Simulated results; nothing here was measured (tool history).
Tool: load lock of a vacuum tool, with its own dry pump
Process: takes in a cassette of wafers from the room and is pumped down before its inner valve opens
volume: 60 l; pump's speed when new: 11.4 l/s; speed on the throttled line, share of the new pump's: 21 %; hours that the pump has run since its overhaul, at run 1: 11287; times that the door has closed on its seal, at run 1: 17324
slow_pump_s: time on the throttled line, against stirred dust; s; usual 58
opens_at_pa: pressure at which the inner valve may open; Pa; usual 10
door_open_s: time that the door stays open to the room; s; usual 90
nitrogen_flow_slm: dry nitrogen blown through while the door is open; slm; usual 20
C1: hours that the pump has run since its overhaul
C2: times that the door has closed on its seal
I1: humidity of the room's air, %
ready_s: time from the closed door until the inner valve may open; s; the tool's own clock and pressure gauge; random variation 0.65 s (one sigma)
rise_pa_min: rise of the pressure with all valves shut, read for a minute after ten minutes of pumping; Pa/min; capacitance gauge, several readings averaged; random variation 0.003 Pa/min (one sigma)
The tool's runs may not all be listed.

Run 1, hour 0: usual settings; C1 11287; C2 17324; I1 47.9. Result: ready_s 98.8 s, rise_pa_min 0.054 Pa/min.
Run 2, hour 266.6: usual settings; C1 11553; C2 18025; I1 41.2. Result: ready_s 98.3 s, rise_pa_min 0.057 Pa/min.
Run 3, hour 405.2: usual settings but slow_pump_s 60 s; C1 11692; C2 18389; I1 45.3. Result: ready_s 100.8 s, rise_pa_min 0.05 Pa/min.
Run 4, hour 661.5: usual settings but opens_at_pa 12 Pa; C1 11948; C2 19062; I1 43.7. Result: ready_s 97.7 s, rise_pa_min 0.047 Pa/min.
Run 5, hour 807.8: usual settings; C1 12095; C2 19446; I1 45.8. Result: ready_s 98.9 s, rise_pa_min 0.06 Pa/min.
Run 6, hour 945: usual settings but slow_pump_s 73 s; C1 12232; C2 19807; I1 44.9. Result: ready_s 111.2 s, rise_pa_min 0.056 Pa/min.
Run 7, hour 1211.4: usual settings but slow_pump_s 55 s; C1 12498; C2 20507; I1 42.1. Result: ready_s 97.4 s, rise_pa_min 0.047 Pa/min.
Run 8, hour 1392.1: usual settings but slow_pump_s 55 s; C1 12679; C2 20981; I1 48. Result: ready_s 97 s, rise_pa_min 0.063 Pa/min.
Run 9, hour 1504.5: usual settings but slow_pump_s 55 s; C1 12791; C2 21277; I1 44.4. Result: ready_s 96 s, rise_pa_min 0.057 Pa/min.
Run 10, hour 1739.5: usual settings but slow_pump_s 55 s; C1 13026; C2 21894; I1 44. Result: ready_s 96.2 s, rise_pa_min 0.059 Pa/min.
Run 11, hour 1929: usual settings but slow_pump_s 46 s, door_open_s 133 s, nitrogen_flow_slm 37 slm; C1 13216; C2 22392; I1 45. Result: ready_s 89.8 s, rise_pa_min 0.052 Pa/min.
Run 12, hour 2186.5: usual settings but slow_pump_s 46 s, opens_at_pa 16 Pa, door_open_s 32 s, nitrogen_flow_slm 37 slm; C1 13473; C2 23068; I1 44.5. Result: ready_s 87.4 s, rise_pa_min 0.045 Pa/min.
Run 13, hour 2422.2: usual settings but slow_pump_s 46 s, opens_at_pa 12 Pa, door_open_s 32 s, nitrogen_flow_slm 6 slm; C1 13709; C2 23687; I1 44.5. Result: ready_s 88.8 s, rise_pa_min 0.063 Pa/min.
Run 14, hour 2659.6: usual settings but slow_pump_s 42 s, opens_at_pa 13 Pa, door_open_s 96 s; C1 13946; C2 24311; I1 45. Result: ready_s 85.6 s, rise_pa_min 0.067 Pa/min.
Run 15, hour 2871.8: usual settings but slow_pump_s 31 s; C1 14158; C2 24868; I1 43.1. Result: ready_s 78.4 s, rise_pa_min 0.063 Pa/min.
Run 16, hour 2981.4: usual settings but slow_pump_s 32 s; C1 14268; C2 25156; I1 42.9. Result: ready_s 79.8 s, rise_pa_min 0.066 Pa/min.
Run 17, hour 3143.7: usual settings but slow_pump_s 98 s, door_open_s 30 s, nitrogen_flow_slm 6 slm; C1 14430; C2 25583; I1 47.4. Result: ready_s 130.6 s, rise_pa_min 0.068 Pa/min.
Run 18, hour 3273.1: usual settings but slow_pump_s 98 s, opens_at_pa 12 Pa, door_open_s 30 s, nitrogen_flow_slm 6 slm; C1 14560; C2 25923; I1 45.4. Result: ready_s 130.7 s, rise_pa_min 0.069 Pa/min.
Run 19, hour 3408: usual settings but slow_pump_s 98 s, opens_at_pa 12 Pa, door_open_s 30 s, nitrogen_flow_slm 6 slm; C1 14695; C2 26277; I1 45. Result: ready_s 128.4 s, rise_pa_min 0.07 Pa/min.

The same runs without the tool's hidden state, with the same run-to-run variation:
The hidden state here: pump's speed, % of a new pump's; leak at the door's seal, Pa l/s; drift of the gauge itself on ready_s, %; drift of the gauge itself on rise_pa_min, %.
run  ready_s  rise_pa_min
  1     95.6        0.037
  2       95        0.038
  3     97.4        0.032
  4     94.3        0.027
  5     95.3        0.039
  6    107.7        0.036
  7     93.5        0.025
  8       93         0.04
  9       92        0.035
 10     92.1        0.035
 11     85.5        0.029
 12     83.2         0.02
 13     84.4        0.036
 14     81.1        0.041
 15     73.3        0.035
 16     74.6        0.036
 17    126.9        0.038
 18    127.3        0.039
 19      125        0.039
